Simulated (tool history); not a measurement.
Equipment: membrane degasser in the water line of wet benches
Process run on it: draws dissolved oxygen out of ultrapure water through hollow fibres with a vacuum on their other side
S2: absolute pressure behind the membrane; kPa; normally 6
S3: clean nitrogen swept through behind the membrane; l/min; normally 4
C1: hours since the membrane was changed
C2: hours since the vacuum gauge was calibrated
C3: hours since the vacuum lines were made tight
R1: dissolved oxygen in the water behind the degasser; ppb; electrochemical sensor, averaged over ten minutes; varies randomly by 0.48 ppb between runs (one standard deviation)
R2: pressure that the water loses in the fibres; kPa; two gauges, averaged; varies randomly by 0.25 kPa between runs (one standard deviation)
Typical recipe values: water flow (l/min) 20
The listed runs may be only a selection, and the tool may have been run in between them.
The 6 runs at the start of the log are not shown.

run 7 hour=593 | water_flow_(l/min)=20 S2=6.47 S3=4 | C1=838 C2=4461 C3=604 | R1=44.4 R2=66.82
run 8 hour=680.7 | water_flow_(l/min)=20 S2=6.47 S3=4 | C1=925 C2=4549 C3=692 | R1=43.6 R2=66.92
run 9 hour=823.4 | water_flow_(l/min)=20 S2=4.63 S3=4 | C1=1068 C2=4691 C3=834 | R1=21.8 R2=66.74
run 10 hour=903 | water_flow_(l/min)=20 S2=11.83 S3=4 | C1=1147 C2=4771 C3=914 | R1=110.5 R2=66.49
run 11 hour=982.7 | water_flow_(l/min)=20 S2=11.83 S3=4 | C1=1227 C2=4851 C3=994 | R1=108.3 R2=66.61
run 12 hour=1101.4 | water_flow_(l/min)=20 S2=4.62 S3=4 | C1=1346 C2=4969 C3=1112 | R1=21.3 R2=66.39
run 13 hour=1187.9 | water_flow_(l/min)=20 S2=4.62 S3=4 | C1=1432 C2=5056 C3=1199 | R1=21.5 R2=66.4
run 14 hour=1290.7 | water_flow_(l/min)=20 S2=4.62 S3=4 | C1=1535 C2=5159 C3=1302 | R1=21.5 R2=66.15
run 15 hour=1392 | water_flow_(l/min)=20 S2=4.62 S3=4 | C1=1637 C2=5260 C3=1403 | R1=21.6 R2=65.7
-- hour=1481 vacuum gauge calibrated
run 16 hour=1485.9 | water_flow_(l/min)=20 S2=6 S3=4 | C1=1730 C2=5 C3=1496 | R1=37.9 R2=65.78
run 17 hour=1597.4 | water_flow_(l/min)=20 S2=6 S3=4 | C1=1841 C2=116 C3=1608 | R1=37.4 R2=66.04
run 18 hour=1722.3 | water_flow_(l/min)=19 S2=4 S3=4.75 | C1=1966 C2=241 C3=1733 | R1=10.8 R2=62.62
run 19 hour=1808.4 | water_flow_(l/min)=19 S2=4 S3=4.75 | C1=2052 C2=327 C3=1819 | R1=11.2 R2=62.34
-- hour=1851.9 gauge calibrated
run 20 hour=1944.8 | water_flow_(l/min)=19 S2=4 S3=4.75 | C1=2189 C2=464 C3=1955 | R1=11.6 R2=63.55
run 21 hour=2048 | water_flow_(l/min)=20 S2=5.06 S3=5.1 | C1=2292 C2=567 C3=2058 | R1=21.5 R2=67.42
run 22 hour=2118.5 | water_flow_(l/min)=14 S2=9.82 S3=9.71 | C1=2362 C2=638 C3=2129 | R1=25.5 R2=47.23
run 23 hour=2220.3 | water_flow_(l/min)=20 S2=4.02 S3=4.46 | C1=2464 C2=739 C3=2231 | R1=13.7 R2=67.03
run 24 hour=2309.6 | water_flow_(l/min)=20 S2=10.51 S3=3.46 | C1=2554 C2=829 C3=2320 | R1=105.3 R2=66.67
run 25 hour=2453.5 | water_flow_(l/min)=20 S2=10.51 S3=3.46 | C1=2697 C2=973 C3=2464 | R1=104.9 R2=66.87
run 26 hour=2585.1 | water_flow_(l/min)=20 S2=10.51 S3=3.46 | C1=2829 C2=1104 C3=2595 | R1=104.5 R2=66.67
run 27 hour=2652.8 | water_flow_(l/min)=13 S2=10.51 S3=1.7 | C1=2897 C2=1172 C3=2663 | R1=135.2 R2=42.8
run 28 hour=2744.5 | water_flow_(l/min)=20 S2=6.51 S3=4 | C1=2989 C2=1264 C3=2755 | R1=43 R2=66.39
run 29 hour=2803.3 | water_flow_(l/min)=20 S2=6.51 S3=4 | C1=3047 C2=1322 C3=2814 | R1=44.4 R2=66.7
run 30 hour=2933.3 | water_flow_(l/min)=20 S2=6.51 S3=4 | C1=3177 C2=1452 C3=2944 | R1=43.9 R2=66.97
run 31 hour=2993.7 | water_flow_(l/min)=20 S2=6.51 S3=4 | C1=3238 C2=1513 C3=3004 | R1=43.9 R2=66.5

Below are 5 alternative next runs, each starting from the tool's condition after run 31. Predict each:
run A hour=3056.2 | water_flow_(l/min)=27 S2=5.22 S3=4 | C1=3300 C2=1575 C3=3066 | R1=? R2=?
run B hour=3056.2 | water_flow_(l/min)=20 S2=13.8 S3=5.99 | C1=3300 C2=1575 C3=3066 | R1=? R2=?
run C hour=3056.2 | water_flow_(l/min)=12 S2=6.51 S3=4 | C1=3300 C2=1575 C3=3066 | R1=? R2=?
run D hour=3056.2 | water_flow_(l/min)=20 S2=10.72 S3=4.43 | C1=3300 C2=1575 C3=3066 | R1=? R2=?
run E hour=3056.2 | water_flow_(l/min)=20 S2=7.96 S3=4 | C1=3300 C2=1575 C3=3066 | R1=? R2=?

run=A R1=42.7 R2=89.4
run=B R1=90.4 R2=66.14
run=C R1=25.2 R2=40.08
run=D R1=84.2 R2=66.06
run=E R1=63.1 R2=66.57
With the hidden condition removed and each run's random variation left untouched, the same runs would have given:
run=A R1=42.7 R2=90.66
run=B R1=90.4 R2=67.08
run=C R1=25.2 R2=40.64
run=D R1=84.1 R2=66.99
run=E R1=63.1 R2=67.51

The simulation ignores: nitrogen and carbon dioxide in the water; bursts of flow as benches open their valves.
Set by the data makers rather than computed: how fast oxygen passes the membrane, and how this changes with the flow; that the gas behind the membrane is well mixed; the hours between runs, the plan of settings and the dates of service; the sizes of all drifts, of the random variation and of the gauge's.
